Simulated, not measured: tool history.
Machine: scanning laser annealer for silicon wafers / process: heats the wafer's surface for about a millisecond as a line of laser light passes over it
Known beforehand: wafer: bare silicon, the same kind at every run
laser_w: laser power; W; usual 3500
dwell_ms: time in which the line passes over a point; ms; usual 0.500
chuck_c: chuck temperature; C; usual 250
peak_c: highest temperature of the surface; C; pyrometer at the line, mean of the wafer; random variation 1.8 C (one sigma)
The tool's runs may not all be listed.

run	hour	laser_w	dwell_ms	chuck_c	peak_c
1	0.0	3500	0.500	250	950
2	14.8	3500	0.500	250	953
3	25.8	3500	0.500	250	952
4	43.6	3500	0.500	250	950
5	58.0	3500	0.500	250	951
6	77.2	3500	0.500	250	952
7	93.2	3500	0.560	250	989
8	108.9	3500	0.560	250	987
9	129.9	3500	0.560	250	990
10	144.7	3500	0.500	238	938
11	155.4	3500	0.500	238	939
12	167.2	3500	0.500	238	939
13	176.1	3500	0.500	238	942
14	188.1	3500	0.500	238	936
15	198.8	3500	0.561	246	986
16	212.2	3500	0.561	246	988
17	232.1	3378	0.500	250	927
18	246.8	3378	0.500	250	924
19	255.9	3605	0.373	266	893
20	266.1	3164	0.448	268	864
21	281.3	3383	0.601	227	969
22	297.4	3500	0.500	254	956
23	315.6	3500	0.591	254	1010
24	335.2	3760	0.406	263	948

Here are 4 independent what-if runs from the current tool condition. What would each one return?
A	353.8	3500	0.500	238	?
B	353.8	3760	0.406	286	?
C	353.8	3174	0.488	225	?
D	353.8	3595	0.499	263	?

run	peak_c
A	939
B	970
C	851
D	983
Without the tool's unlogged condition, the same runs would have read:
run	peak_c
A	940
B	970
C	852
D	984
